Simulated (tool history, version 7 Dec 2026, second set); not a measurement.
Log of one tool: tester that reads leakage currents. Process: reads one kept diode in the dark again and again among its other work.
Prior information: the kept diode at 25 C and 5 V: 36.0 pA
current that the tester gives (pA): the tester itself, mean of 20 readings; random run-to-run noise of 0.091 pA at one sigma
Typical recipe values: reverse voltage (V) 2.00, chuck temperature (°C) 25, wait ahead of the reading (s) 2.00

run	hour	reverse voltage (V)	chuck temperature (°C)	wait ahead of the reading (s)	current that the tester gives (pA)
1	0.0	2.00	25	2.00	25.33
2	24.9	2.00	25	2.00	25.43
3	51.0	2.00	25	2.00	25.26
4	93.6	2.00	25	2.00	25.41
5	149.1	2.00	25	3.86	25.24
6	191.8	2.00	25	3.86	25.16
7	218.9	2.00	25	2.00	25.13
8	271.3	2.00	25	2.00	25.31
9	295.7	2.00	25	2.00	25.29
10	335.1	2.00	54	2.00	229.86
11	364.3	2.00	33	2.00	48.41
12	407.0	2.00	25	2.00	25.25
13	459.2	2.00	25	2.00	25.22
14	487.1	2.00	25	2.00	25.40
15	519.3	2.00	25	2.00	25.42
16	562.4	2.00	25	2.00	25.29
17	621.7	2.00	25	9.95	25.12
18	681.4	2.00	25	9.95	25.24
19	709.6	2.00	25	9.95	25.23
20	753.5	2.00	25	9.95	25.15
21	784.5	9.12	24	9.95	42.58
# hour 821.1: chuck's temperature calibrated
22	823.6	1.31	54	0.35	196.41
23	863.2	19.97	21	0.35	58.00
24	888.0	11.04	29	2.02	69.97
25	931.9	2.31	51	0.88	197.94
26	959.4	2.00	36	2.00	61.32
27	987.3	2.00	36	2.00	61.35
28	1012.6	2.00	22	4.38	19.66
29	1072.1	4.51	35	2.14	78.28
30	1098.8	4.51	35	2.14	78.65
31	1149.2	4.51	35	2.14	78.41
32	1180.4	1.14	25	7.30	20.13
33	1204.8	17.91	27	0.36	82.56
34	1231.0	2.00	21	2.73	18.11
35	1260.8	15.92	31	5.29	94.14
36	1316.5	15.92	31	5.29	94.95
37	1348.0	15.92	31	5.29	94.60
38	1376.5	14.31	24	4.54	51.43
39	1413.9	2.00	25	1.01	25.47
40	1455.5	2.00	24	0.45	24.02

Below are 4 alternative next runs, each starting from the tool's condition after run 40. Predict each:
A	1513.8	7.84	43	0.37	?
B	1513.8	1.87	25	1.51	?
C	1513.8	1.98	22	0.33	?
D	1513.8	6.28	27	2.00	?

run	current that the tester gives (pA)
A	185.86
B	24.81
C	20.84
D	47.53
Without the tool's hidden state the same runs would have given:
run	current that the tester gives (pA)
A	185.73
B	24.79
C	20.82
D	47.48

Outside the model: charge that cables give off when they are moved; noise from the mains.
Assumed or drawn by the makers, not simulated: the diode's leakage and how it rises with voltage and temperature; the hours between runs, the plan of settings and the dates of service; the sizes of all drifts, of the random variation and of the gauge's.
